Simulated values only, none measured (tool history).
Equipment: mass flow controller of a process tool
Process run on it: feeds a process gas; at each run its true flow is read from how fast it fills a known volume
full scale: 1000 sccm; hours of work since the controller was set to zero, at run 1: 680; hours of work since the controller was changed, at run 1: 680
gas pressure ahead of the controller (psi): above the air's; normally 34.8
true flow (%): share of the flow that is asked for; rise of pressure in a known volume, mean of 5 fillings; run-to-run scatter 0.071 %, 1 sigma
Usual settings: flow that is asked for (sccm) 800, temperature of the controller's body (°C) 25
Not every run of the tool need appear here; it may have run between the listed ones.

| run | hour | flow that is asked for (sccm) | gas pressure ahead of the controller (psi) | temperature of the controller's body (°C) | hours of work since the controller was set to zero | hours of work since the controller was changed | true flow (%) |
|---|---|---|---|---|---|---|---|
| 1 | 0.0 | 800 | 34.8 | 25 | 680 | 680 | 99.72 |
| 2 | 71.0 | 800 | 34.8 | 25 | 710 | 710 | 99.66 |
| 3 | 156.8 | 800 | 34.8 | 25 | 746 | 746 | 99.53 |
| 4 | 215.9 | 773 | 34.8 | 25 | 771 | 771 | 99.59 |
| 5 | 293.9 | 773 | 34.8 | 25 | 803 | 803 | 99.55 |
| 6 | 371.0 | 800 | 38.3 | 25 | 836 | 836 | 99.71 |
| 7 | 425.6 | 800 | 38.3 | 25 | 859 | 859 | 99.87 |
| 8 | 489.8 | 800 | 31.9 | 25 | 885 | 885 | 99.35 |
| 9 | 526.6 | 800 | 34.8 | 25 | 901 | 901 | 99.60 |
| 10 | 590.6 | 174 | 34.8 | 38 | 928 | 928 | 97.31 |
| 11 | 647.9 | 215 | 39.5 | 25 | 952 | 952 | 98.01 |
| 12 | 735.4 | 463 | 29.4 | 30 | 988 | 988 | 98.34 |
| 13 | 813.1 | 492 | 25.2 | 22 | 1021 | 1021 | 98.38 |
| 14 | 901.5 | 492 | 25.2 | 22 | 1058 | 1058 | 98.49 |

Run 15, settings as shown, results not yet in. Your forecast:
| 15 | 947.0 | 492 | 25.2 | 22 | 1077 | 1077 | ? |

Logged for run 15: true flow (%) 98.37.
Were there no unlogged condition in the tool, this run, its random variation unchanged, would have produced true flow (%) 98.72.

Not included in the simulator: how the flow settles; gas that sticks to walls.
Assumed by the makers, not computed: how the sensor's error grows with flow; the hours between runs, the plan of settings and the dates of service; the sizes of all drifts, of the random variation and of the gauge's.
